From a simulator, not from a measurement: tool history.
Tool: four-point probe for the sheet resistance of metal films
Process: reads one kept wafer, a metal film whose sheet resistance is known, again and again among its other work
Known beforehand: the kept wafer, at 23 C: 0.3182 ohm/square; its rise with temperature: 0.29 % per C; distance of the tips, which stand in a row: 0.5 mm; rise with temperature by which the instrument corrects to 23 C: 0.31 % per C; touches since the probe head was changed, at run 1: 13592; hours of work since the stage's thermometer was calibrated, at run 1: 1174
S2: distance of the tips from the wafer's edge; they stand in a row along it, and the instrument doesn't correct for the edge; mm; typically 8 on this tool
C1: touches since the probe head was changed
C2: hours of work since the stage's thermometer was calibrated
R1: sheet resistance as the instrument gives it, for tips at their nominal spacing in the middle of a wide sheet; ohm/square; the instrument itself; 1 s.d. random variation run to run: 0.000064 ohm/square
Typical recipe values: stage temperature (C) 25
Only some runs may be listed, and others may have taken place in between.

run 1 hour=0 | stage_temperature_(C)=25 S2=8 | C1=13592 C2=1174 | R1=0.316673
run 2 hour=21.9 | stage_temperature_(C)=25 S2=8 | C1=13930 C2=1187 | R1=0.316713
run 3 hour=43.3 | stage_temperature_(C)=25 S2=8 | C1=14261 C2=1200 | R1=0.316568
run 4 hour=70.2 | stage_temperature_(C)=25 S2=8 | C1=14677 C2=1216 | R1=0.31649
run 5 hour=88.5 | stage_temperature_(C)=25 S2=8 | C1=14961 C2=1227 | R1=0.316609
run 6 hour=115.4 | stage_temperature_(C)=25 S2=8 | C1=15377 C2=1243 | R1=0.31658
run 7 hour=130 | stage_temperature_(C)=25 S2=8 | C1=15602 C2=1252 | R1=0.316598
run 8 hour=144.2 | stage_temperature_(C)=25 S2=8 | C1=15823 C2=1260 | R1=0.31662
run 9 hour=155.5 | stage_temperature_(C)=20 S2=8 | C1=15996 C2=1267 | R1=0.316921
run 10 hour=171.2 | stage_temperature_(C)=20 S2=8 | C1=16239 C2=1276 | R1=0.316839
run 11 hour=186.7 | stage_temperature_(C)=20 S2=8 | C1=16479 C2=1286 | R1=0.316812
run 12 hour=200.3 | stage_temperature_(C)=20 S2=8 | C1=16690 C2=1294 | R1=0.316927
run 13 hour=212.6 | stage_temperature_(C)=27 S2=8 | C1=16879 C2=1301 | R1=0.316542
run 14 hour=236.5 | stage_temperature_(C)=27 S2=8 | C1=17250 C2=1315 | R1=0.316472
run 15 hour=261.9 | stage_temperature_(C)=27 S2=8 | C1=17643 C2=1331 | R1=0.316543
run 16 hour=284 | stage_temperature_(C)=27 S2=8 | C1=17985 C2=1344 | R1=0.316523
run 17 hour=300 | stage_temperature_(C)=27 S2=8 | C1=18233 C2=1353 | R1=0.316398
run 18 hour=316.2 | stage_temperature_(C)=32 S2=8 | C1=18483 C2=1363 | R1=0.316182
run 19 hour=327.1 | stage_temperature_(C)=25 S2=8 | C1=18651 C2=1369 | R1=0.316512
run 20 hour=352.9 | stage_temperature_(C)=25 S2=8 | C1=19050 C2=1385 | R1=0.316488
run 21 hour=367.1 | stage_temperature_(C)=19 S2=8 | C1=19270 C2=1393 | R1=0.316809
run 22 hour=384.7 | stage_temperature_(C)=25 S2=8 | C1=19542 C2=1404 | R1=0.316437
run 23 hour=409.4 | stage_temperature_(C)=25 S2=8 | C1=19925 C2=1419 | R1=0.316579
run 24 hour=433.1 | stage_temperature_(C)=30 S2=12 | C1=20291 C2=1433 | R1=0.315905
run 25 hour=447.8 | stage_temperature_(C)=29 S2=21 | C1=20519 C2=1442 | R1=0.315825
run 26 hour=461.8 | stage_temperature_(C)=29 S2=21 | C1=20735 C2=1450 | R1=0.315737
run 27 hour=478.3 | stage_temperature_(C)=29 S2=21 | C1=20990 C2=1460 | R1=0.315756
run 28 hour=489.9 | stage_temperature_(C)=29 S2=21 | C1=21169 C2=1467 | R1=0.315799
run 29 hour=510.3 | stage_temperature_(C)=29 S2=21 | C1=21484 C2=1479 | R1=0.315718
-- hour=512.9 stage's thermometer calibrated
run 30 hour=533.4 | stage_temperature_(C)=34 S2=8 | C1=21835 C2=12 | R1=0.315928
run 31 hour=549.3 | stage_temperature_(C)=21 S2=10 | C1=22081 C2=22 | R1=0.316415
run 32 hour=570.3 | stage_temperature_(C)=21 S2=39 | C1=22405 C2=34 | R1=0.315944
run 33 hour=587.2 | stage_temperature_(C)=20 S2=48 | C1=22667 C2=44 | R1=0.316063
-- hour=602.6 stage's thermometer calibrated, once more
run 34 hour=614.8 | stage_temperature_(C)=19 S2=19 | C1=23085 C2=7 | R1=0.316588
run 35 hour=626.7 | stage_temperature_(C)=18 S2=8 | C1=23270 C2=14 | R1=0.317187
run 36 hour=647.4 | stage_temperature_(C)=18 S2=8 | C1=23591 C2=27 | R1=0.31718
run 37 hour=661.7 | stage_temperature_(C)=21 S2=6 | C1=23811 C2=35 | R1=0.31747
run 38 hour=674 | stage_temperature_(C)=28 S2=25 | C1=24002 C2=43 | R1=0.316016
run 39 hour=698.7 | stage_temperature_(C)=24 S2=59 | C1=24383 C2=57 | R1=0.316122
run 40 hour=713.8 | stage_temperature_(C)=25 S2=16 | C1=24617 C2=66 | R1=0.316335
run 41 hour=728.2 | stage_temperature_(C)=28 S2=11 | C1=24840 C2=75 | R1=0.316353
run 42 hour=742.1 | stage_temperature_(C)=32 S2=41 | C1=25055 C2=83 | R1=0.31586
run 43 hour=762 | stage_temperature_(C)=25 S2=54 | C1=25363 C2=95 | R1=0.316039
run 44 hour=777.6 | stage_temperature_(C)=25 S2=54 | C1=25604 C2=105 | R1=0.31611
run 45 hour=792.2 | stage_temperature_(C)=25 S2=54 | C1=25830 C2=113 | R1=0.316113

Below are 3 alternative next runs, each starting from the tool's condition after run 45. Predict each:
run A hour=814.9 | stage_temperature_(C)=25 S2=30 | C1=26181 C2=127 | R1=?
run B hour=814.9 | stage_temperature_(C)=20 S2=29 | C1=26181 C2=127 | R1=?
run C hour=814.9 | stage_temperature_(C)=22 S2=7 | C1=26181 C2=127 | R1=?

run=A R1=0.316159
run=B R1=0.316451
run=C R1=0.317075
Without the tool's unlogged condition, the same runs would have read:
run=A R1=0.318129
run=B R1=0.318423
run=C R1=0.31905
